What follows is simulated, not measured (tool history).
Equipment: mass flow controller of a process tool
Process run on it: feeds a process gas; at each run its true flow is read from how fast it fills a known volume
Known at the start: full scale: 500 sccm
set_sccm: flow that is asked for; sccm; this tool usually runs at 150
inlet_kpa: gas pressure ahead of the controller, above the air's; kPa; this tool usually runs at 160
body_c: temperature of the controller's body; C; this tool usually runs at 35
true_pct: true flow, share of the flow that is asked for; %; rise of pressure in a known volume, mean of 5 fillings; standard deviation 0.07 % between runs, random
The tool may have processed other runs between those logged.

| run | day | set_sccm | inlet_kpa | body_c | true_pct |
|---|---|---|---|---|---|
| 1 | 0 | 150 | 160 | 35 | 99.91 |
| 2 | 18.9 | 150 | 160 | 35 | 100.08 |
| 3 | 30.633 | 150 | 160 | 35 | 100.16 |
| 4 | 50.096 | 150 | 160 | 35 | 100.49 |
| 5 | 63.483 | 150 | 160 | 35 | 100.71 |
| 6 | 74.912 | 150 | 160 | 35 | 100.75 |
| 7 | 89.688 | 150 | 160 | 35 | 100.84 |
| 8 | 101.675 | 150 | 160 | 35 | 101.16 |
| 9 | 120.658 | 150 | 160 | 22 | 102.49 |
| 10 | 142.104 | 150 | 160 | 22 | 102.61 |
| 11 | 162.783 | 150 | 160 | 35 | 101.93 |
| 12 | 178.267 | 150 | 160 | 35 | 102.2 |
| 13 | 194.717 | 150 | 160 | 35 | 102.34 |
| 14 | 206.488 | 150 | 160 | 35 | 102.46 |
| 15 | 224.688 | 150 | 160 | 35 | 102.71 |
| 16 | 240.525 | 150 | 160 | 35 | 102.71 |
| 17 | 259.475 | 150 | 160 | 35 | 103.05 |
| 18 | 277.662 | 122 | 160 | 35 | 104.02 |
| 19 | 287.183 | 122 | 160 | 35 | 104.2 |
| 20 | 302.233 | 122 | 160 | 35 | 104.39 |
| 21 | 315.342 | 184 | 160 | 35 | 103.17 |
| 22 | 326.471 | 150 | 160 | 35 | 103.91 |
| 23 | 349.717 | 291 | 160 | 35 | 102.81 |
| 24 | 371.05 | 150 | 160 | 35 | 104.5 |
| 25 | 385.3 | 150 | 187 | 35 | 104.55 |
| 26 | 399.038 | 236 | 259 | 21 | 103.79 |
|  | 415.017 | controller's zero set anew |
| 27 | 415.946 | 150 | 242 | 31 | 99.51 |
| 28 | 425.633 | 150 | 184 | 35 | 99.81 |
| 29 | 446.4 | 150 | 184 | 35 | 100.2 |
| 30 | 466.646 | 270 | 241 | 23 | 101.43 |
| 31 | 482.233 | 387 | 243 | 35 | 101.05 |
| 32 | 498.325 | 181 | 218 | 23 | 101.57 |
| 33 | 521.088 | 413 | 158 | 35 | 102.25 |
| 34 | 543.371 | 413 | 158 | 35 | 102.22 |
| 35 | 564.533 | 413 | 158 | 35 | 102.43 |
| 36 | 584.871 | 142 | 233 | 21 | 102.55 |
| 37 | 596.112 | 439 | 274 | 34 | 101.99 |
| 38 | 613.342 | 61 | 178 | 28 | 105.03 |
| 39 | 632.304 | 270 | 160 | 35 | 102.53 |
| 40 | 647.596 | 270 | 185 | 27 | 103 |
| 41 | 668.538 | 270 | 185 | 27 | 103.13 |
| 42 | 688.008 | 270 | 185 | 27 | 103.34 |
| 43 | 705.983 | 270 | 185 | 27 | 103.64 |
| 44 | 721.454 | 270 | 219 | 34 | 102.84 |
| 45 | 737.512 | 150 | 158 | 27 | 104.72 |
| 46 | 758.729 | 82 | 160 | 35 | 106.29 |
| 47 | 770.833 | 97 | 160 | 35 | 105.82 |

5 options for the next run, each taken on its own from the tool as it stands now. Forecast them:
| A | 792.229 | 65 | 159 | 35 | ? |
| B | 792.229 | 97 | 196 | 35 | ? |
| C | 792.229 | 225 | 160 | 25 | ? |
| D | 792.229 | 133 | 160 | 35 | ? |
| E | 792.229 | 97 | 160 | 32 | ? |

| run | true_pct |
|---|---|
| A | 108.37 |
| B | 105.78 |
| C | 104.82 |
| D | 105.03 |
| E | 106.31 |
What these runs would have given with no unlogged condition in the tool:
| run | true_pct |
|---|---|
| A | 97.13 |
| B | 97 |
| C | 98.89 |
| D | 97.6 |
| E | 97.53 |
